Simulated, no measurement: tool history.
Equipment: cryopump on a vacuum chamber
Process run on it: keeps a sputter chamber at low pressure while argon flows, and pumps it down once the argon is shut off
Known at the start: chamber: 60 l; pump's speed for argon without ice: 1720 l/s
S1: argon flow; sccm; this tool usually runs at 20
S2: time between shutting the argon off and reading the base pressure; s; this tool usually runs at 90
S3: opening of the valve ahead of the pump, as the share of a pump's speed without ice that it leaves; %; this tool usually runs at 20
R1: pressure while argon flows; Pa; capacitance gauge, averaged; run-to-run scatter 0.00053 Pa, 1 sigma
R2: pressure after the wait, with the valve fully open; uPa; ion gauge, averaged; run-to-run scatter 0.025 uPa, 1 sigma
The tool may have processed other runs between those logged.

run	hour	S1	S2	S3	R1	R2
1	0	20	90	20	0.101	1.66
2	21.9	23	90	20	0.1163	1.52
3	62.6	20	90	15	0.1338	1.62
4	98	20	90	15	0.1335	1.66
5	118.3	20	90	15	0.135	1.69
6	154.2	20	90	15	0.1332	1.71
7	189.3	20	90	20	0.1017	1.71
8	225	20	90	20	0.102	1.78
9	260.7	20	90	20	0.1023	1.74
10	278.2	20	90	28	0.0749	1.82
11	299.5	20	90	28	0.0741	1.83
12	331.5	20	90	28	0.0746	1.84
13	356.5	20	90	28	0.0739	1.89
14	394.2	20	69	20	0.1021	2.17
15	422.9	20	90	19	0.108	1.88
16	460.5	20	90	19	0.1089	1.96
17	499.7	13	90	20	0.0675	2.06
18	519.3	8	236	19	0.0434	1.54
19	537.6	12	52	20	0.0623	2.61
20	573.5	9	90	55	0.0183	2.15
21	599.8	27	38	57	0.054	3.19
22	630.7	14	90	34	0.0448	2.22
23	669.7	32	267	47	0.0774	1.71
24	706	20	46	46	0.0492	2.99
# hour 735.6: pump warmed up, emptied and cooled again
25	743.1	20	46	46	0.0427	2.55
26	767.5	28	78	20	0.1376	2.15
27	798.2	28	78	20	0.1377	2.1
28	831.8	28	78	20	0.1388	2.16
29	864.4	11	211	38	0.0286	1.62
30	884.7	21	246	41	0.051	1.61
31	903	32	28	23	0.138	3.76
32	928.4	23	145	37	0.062	1.78
33	951.9	37	145	18	0.2039	1.82

Below are 4 alternative next runs, each starting from the tool's condition after run 33. Predict each:
A	984.9	20	90	22	?	?
B	984.9	21	59	31	?	?
C	984.9	20	59	17	?	?
D	984.9	20	44	20	?	?

run	R1	R2
A	0.091	2.09
B	0.068	2.57
C	0.1161	2.62
D	0.0991	2.93
With the hidden condition removed and each run's random variation left untouched, the same runs would have given:
run	R1	R2
A	0.0898	0.93
B	0.0668	1.37
C	0.115	1.41
D	0.0979	1.75
